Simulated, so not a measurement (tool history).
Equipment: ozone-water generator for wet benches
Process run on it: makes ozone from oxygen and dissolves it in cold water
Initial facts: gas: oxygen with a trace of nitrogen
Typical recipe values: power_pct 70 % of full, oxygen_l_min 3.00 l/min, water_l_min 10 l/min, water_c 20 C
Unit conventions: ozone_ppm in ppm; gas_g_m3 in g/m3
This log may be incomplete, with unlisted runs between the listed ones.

| run | hour | power_pct | oxygen_l_min | water_l_min | water_c | ozone_ppm | gas_g_m3 |
|---|---|---|---|---|---|---|---|
| 1 | 0.0 | 70 | 3.00 | 10 | 20 | 20.2 | 182.3 |
| 2 | 33.7 | 59 | 3.00 | 10 | 20 | 17.4 | 157.2 |
| 3 | 78.1 | 70 | 3.00 | 11 | 20 | 18.9 | 181.0 |
| 4 | 117.2 | 57 | 3.00 | 11 | 20 | 15.9 | 151.3 |
| 5 | 155.2 | 57 | 3.00 | 11 | 20 | 15.7 | 153.3 |
| 6 | 200.0 | 57 | 3.00 | 11 | 20 | 15.9 | 151.6 |
| 7 | 235.8 | 57 | 3.30 | 11 | 20 | 15.4 | 143.3 |
| 8 | 280.1 | 70 | 3.00 | 10 | 18 | 20.9 | 181.5 |
| 9 | 317.4 | 70 | 3.00 | 10 | 18 | 20.9 | 179.6 |
| 10 | 358.8 | 70 | 3.00 | 10 | 18 | 21.0 | 178.2 |
| 11 | 385.7 | 70 | 3.00 | 10 | 18 | 20.8 | 179.5 |
| 12 | 425.9 | 70 | 3.00 | 10 | 20 | 20.4 | 180.2 |
| 13 | 450.0 | 70 | 3.00 | 10 | 20 | 20.3 | 179.0 |
| 14 | 485.9 | 70 | 3.00 | 10 | 20 | 20.0 | 181.8 |
|  | 488.6 | water thermometer calibrated |
| 15 | 530.8 | 57 | 3.46 | 8 | 27 | 16.8 | 137.5 |
| 16 | 569.2 | 44 | 5.30 | 8 | 28 | 10.9 | 81.7 |
| 17 | 609.4 | 92 | 5.24 | 12 | 12 | 22.8 | 156.4 |
|  | 629.8 | water thermometer calibrated, once more |
| 18 | 655.2 | 61 | 3.72 | 7 | 20 | 21.3 | 137.0 |
| 19 | 689.9 | 70 | 1.60 | 15 | 15 | 15.3 | 274.2 |
| 20 | 713.9 | 70 | 1.60 | 15 | 15 | 15.3 | 273.0 |
| 21 | 751.2 | 70 | 1.60 | 15 | 15 | 15.5 | 271.5 |
| 22 | 791.2 | 70 | 3.29 | 12 | 12 | 19.5 | 170.8 |
| 23 | 829.2 | 70 | 3.29 | 12 | 12 | 19.4 | 168.3 |
| 24 | 862.7 | 70 | 3.29 | 12 | 12 | 19.5 | 169.1 |
| 25 | 902.8 | 70 | 3.29 | 12 | 12 | 19.3 | 169.3 |
| 26 | 940.8 | 95 | 3.00 | 10 | 22 | 25.3 | 232.2 |
| 27 | 977.7 | 43 | 2.21 | 12 | 26 | 11.1 | 146.9 |

Had the tool no unlogged condition, and each run kept its random variation, what would the results have been?
Hidden conditions of the tool in this case: yield of the discharge, % of new electrodes'; contactor's efficiency, % of a clean one's; true water temperature over the reading, C; drift of the gauge itself on ozone_ppm, %; drift of the gauge itself on gas_g_m3, %.
| run | ozone_ppm | gas_g_m3 |
|---|---|---|
| 1 | 20.4 | 182.9 |
| 2 | 17.6 | 157.6 |
| 3 | 19.2 | 181.8 |
| 4 | 16.2 | 151.8 |
| 5 | 15.9 | 153.9 |
| 6 | 16.1 | 152.2 |
| 7 | 15.6 | 143.9 |
| 8 | 21.2 | 182.5 |
| 9 | 21.2 | 180.7 |
| 10 | 21.3 | 179.4 |
| 11 | 21.1 | 180.6 |
| 12 | 20.8 | 181.4 |
| 13 | 20.6 | 180.3 |
| 14 | 20.3 | 183.2 |
| 15 | 17.1 | 138.4 |
| 16 | 11.1 | 82.1 |
| 17 | 23.4 | 158.1 |
| 18 | 21.6 | 138.1 |
| 19 | 15.6 | 276.7 |
| 20 | 15.6 | 275.6 |
| 21 | 15.8 | 274.1 |
| 22 | 19.9 | 172.5 |
| 23 | 19.8 | 170.0 |
| 24 | 19.9 | 170.9 |
| 25 | 19.7 | 171.2 |
| 26 | 25.9 | 235.5 |
| 27 | 11.3 | 147.9 |
